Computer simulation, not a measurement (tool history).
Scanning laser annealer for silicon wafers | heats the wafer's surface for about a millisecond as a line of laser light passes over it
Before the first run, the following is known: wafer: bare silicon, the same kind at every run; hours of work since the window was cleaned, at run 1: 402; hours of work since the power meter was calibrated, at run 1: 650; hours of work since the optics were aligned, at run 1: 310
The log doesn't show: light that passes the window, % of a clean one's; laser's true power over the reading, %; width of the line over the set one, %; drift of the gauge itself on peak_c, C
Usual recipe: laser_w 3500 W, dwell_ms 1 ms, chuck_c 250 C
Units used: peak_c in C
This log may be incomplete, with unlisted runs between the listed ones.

run,day,laser_w,dwell_ms,chuck_c,hours of work since the window was cleaned,hours of work since the power meter was calibrated,hours of work since the optics were aligned,peak_c
1,0,3500,1,250,402,650,310,1003
2,2.125,3500,1,250,439,688,347,997
# day 3.275: window over the wafer cleaned
3,4.408,3500,1,250,20,726,385,1019
4,5.546,3500,1,250,40,746,405,1021
5,6.762,3500,1,250,61,767,427,1020
6,8.1,3500,1,269,84,791,450,1039
7,10.054,3500,1,269,119,825,484,1037
8,11.283,3500,1,250,140,846,506,1012
# day 11.542: laser's power meter calibrated
9,13.442,3500,1,226,176,33,541,988
10,15.388,3500,0.83,223,210,67,575,903
11,16.704,3358,0.8,223,233,90,598,863
12,18.742,3358,0.8,223,268,126,634,863
13,20.792,3358,0.8,223,304,162,670,863
14,22.033,3500,0.73,277,326,184,691,906
# day 23.904: laser's power meter calibrated, once more
15,24.304,3500,1,275,364,7,729,1022
16,26.158,3138,0.84,250,396,39,761,852

Hidden condition of the tool, last listed run before each entry between runs versus first listed run after:
From run 2 to run 3: window over the wafer cleaned (day 3.275)
  light that passes the window, % of a clean one's: 96.6 -> 99.84; laser's true power over the reading, %: 0.4 -> 0.41; width of the line over the set one, %: 0.78 -> 0.84
  measured result minus the result with no hidden state, peak_c: -25 -> -1 C
From run 8 to run 9: laser's power meter calibrated (day 11.542)
  light that passes the window, % of a clean one's: 98.9 -> 98.64; laser's true power over the reading, %: 0.46 -> 0.62; width of the line over the set one, %: 1.01 -> 1.07
  measured result minus the result with no hidden state, peak_c: -8 -> -9 C
From run 14 to run 15: laser's power meter calibrated, once more (day 23.904)
  light that passes the window, % of a clean one's: 97.54 -> 97.27; laser's true power over the reading, %: 0.67 -> -0.19; width of the line over the set one, %: 1.3 -> 1.36
  measured result minus the result with no hidden state, peak_c: -14 -> -26 C
